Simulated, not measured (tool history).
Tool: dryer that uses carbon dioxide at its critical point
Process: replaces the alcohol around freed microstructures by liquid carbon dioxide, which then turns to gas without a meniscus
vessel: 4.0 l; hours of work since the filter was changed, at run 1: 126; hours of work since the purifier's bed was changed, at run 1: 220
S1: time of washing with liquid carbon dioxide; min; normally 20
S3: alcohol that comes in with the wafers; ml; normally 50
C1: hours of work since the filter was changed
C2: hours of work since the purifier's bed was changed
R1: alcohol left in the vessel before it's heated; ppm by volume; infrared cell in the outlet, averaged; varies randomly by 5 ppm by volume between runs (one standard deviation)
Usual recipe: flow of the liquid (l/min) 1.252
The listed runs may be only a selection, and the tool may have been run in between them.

Run 1, day 0.000: usual settings; C1 126; C2 220. Result: R1 69 ppm by volume.
Run 2, day 0.762: usual settings; C1 138; C2 232. Result: R1 75 ppm by volume.
Run 3, day 1.358: usual settings but S1 18 min; C1 148; C2 241. Result: R1 106 ppm by volume.
Run 4, day 2.196: usual settings; C1 161; C2 254. Result: R1 79 ppm by volume.
Run 5, day 2.754: usual settings; C1 170; C2 263. Result: R1 87 ppm by volume.
Run 6, day 3.562: usual settings but S1 21 min; C1 182; C2 276. Result: R1 70 ppm by volume.
Run 7, day 4.262: usual settings but S1 15 min, S3 24 ml; C1 193; C2 287. Result: R1 125 ppm by volume.
Run 8, day 5.392: usual settings but S1 15 min, S3 24 ml; C1 211; C2 305. Result: R1 140 ppm by volume.
Run 9, day 5.983: usual settings but S1 19 min, flow of the liquid (l/min) 1.240, S3 107 ml; C1 221; C2 314. Result: R1 195 ppm by volume.
Run 10, day 7.038: usual settings but S1 23 min, flow of the liquid (l/min) 0.830, S3 30 ml; C1 237; C2 331. Result: R1 158 ppm by volume.
Run 11, day 7.917: usual settings but S1 23 min, flow of the liquid (l/min) 0.830, S3 67 ml; C1 251; C2 345. Result: R1 310 ppm by volume.

Forecast each of these 4 alternatives for the next run:
Run A, day 8.771: usual settings but flow of the liquid (l/min) 1.400, S3 27 ml; C1 265; C2 358. Result: R1 ?.
Run B, day 8.771: usual settings but S1 17 min, flow of the liquid (l/min) 1.160, S3 40 ml; C1 265; C2 358. Result: R1 ?.
Run C, day 8.771: usual settings but S3 44 ml; C1 265; C2 358. Result: R1 ?.
Run D, day 8.771: usual settings but S1 13 min, flow of the liquid (l/min) 1.500, S3 108 ml; C1 265; C2 358. Result: R1 ?.

run   R1
  A   58
  B  181
  C   94
  D  437
Stripped of hidden state, with their random variation kept, the same runs would have yielded:
run   R1
  A   16
  B  114
  C   44
  D  316
